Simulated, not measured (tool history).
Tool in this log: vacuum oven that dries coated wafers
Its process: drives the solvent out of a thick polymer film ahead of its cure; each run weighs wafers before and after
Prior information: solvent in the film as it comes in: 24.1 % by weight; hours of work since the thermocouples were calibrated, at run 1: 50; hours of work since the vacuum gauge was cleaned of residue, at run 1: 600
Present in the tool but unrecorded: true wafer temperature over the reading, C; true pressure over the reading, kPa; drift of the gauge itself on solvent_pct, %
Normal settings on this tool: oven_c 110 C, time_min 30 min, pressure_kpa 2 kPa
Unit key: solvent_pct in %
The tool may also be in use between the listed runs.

| run | hour | oven_c | time_min | pressure_kpa | hours of work since the thermocouples were calibrated | hours of work since the vacuum gauge was cleaned of residue | solvent_pct |
|---|---|---|---|---|---|---|---|
| 1 | 0 | 110 | 30 | 2 | 50 | 600 | 6.03 |
| 2 | 14.4 | 110 | 35 | 2 | 60 | 610 | 5.13 |
| 3 | 30 | 110 | 35 | 2 | 71 | 621 | 5.06 |
| 4 | 48.4 | 110 | 35 | 2 | 83 | 633 | 5.03 |
| 5 | 68.5 | 110 | 35 | 2 | 96 | 646 | 5.1 |
| 6 | 89.4 | 110 | 30 | 2 | 110 | 660 | 6.03 |
| 7 | 110.6 | 103 | 30 | 2 | 124 | 675 | 8.62 |
| 8 | 130.6 | 110 | 20 | 2 | 138 | 688 | 8.77 |
| 9 | 152.5 | 110 | 30 | 2 | 152 | 703 | 6 |
| 10 | 162.2 | 99 | 30 | 2 | 159 | 709 | 10.17 |
| 11 | 184.2 | 122 | 30 | 2 | 174 | 724 | 2.52 |
| 12 | 203.3 | 110 | 40 | 2 | 187 | 737 | 4.26 |
| 13 | 224.7 | 110 | 40 | 2 | 201 | 751 | 4.3 |
| 14 | 245.4 | 110 | 40 | 2 | 215 | 765 | 4.27 |
| 15 | 262.2 | 110 | 40 | 2 | 226 | 776 | 4.28 |
| 16 | 281.4 | 110 | 40 | 2 | 239 | 789 | 4.26 |
| 17 | 302.2 | 110 | 30 | 3.26 | 253 | 803 | 6.49 |
| 18 | 314.8 | 110 | 30 | 1.25 | 261 | 811 | 5.75 |
| 19 | 336.5 | 110 | 30 | 1.25 | 276 | 826 | 5.73 |
| 20 | 351.3 | 110 | 21 | 1.25 | 286 | 836 | 8.24 |
| 21 | 372.7 | 123 | 16 | 3.29 | 300 | 850 | 6.18 |
| 22 | 395.5 | 119 | 33 | 3.29 | 315 | 865 | 3.25 |
| 23 | 408.5 | 99 | 44 | 2 | 324 | 874 | 7.56 |
| 24 | 430.6 | 99 | 44 | 2 | 339 | 889 | 7.54 |
| 25 | 446.8 | 106 | 34 | 2.52 | 349 | 900 | 6.9 |

Below are 4 alternative next runs, each starting from the tool's condition after run 25. Predict each:
| A | 469.6 | 108 | 34 | 1.44 | 365 | 915 | ? |
| B | 469.6 | 109 | 16 | 6.9 | 365 | 915 | ? |
| C | 469.6 | 98 | 42 | 2.93 | 365 | 915 | ? |
| D | 469.6 | 104 | 18 | 3.43 | 365 | 915 | ? |

| run | solvent_pct |
|---|---|
| A | 5.74 |
| B | 12.15 |
| C | 8.81 |
| D | 12.06 |
Had the tool no hidden state, the same runs would have come out as:
| run | solvent_pct |
|---|---|
| A | 5.74 |
| B | 12.16 |
| C | 8.81 |
| D | 12.06 |

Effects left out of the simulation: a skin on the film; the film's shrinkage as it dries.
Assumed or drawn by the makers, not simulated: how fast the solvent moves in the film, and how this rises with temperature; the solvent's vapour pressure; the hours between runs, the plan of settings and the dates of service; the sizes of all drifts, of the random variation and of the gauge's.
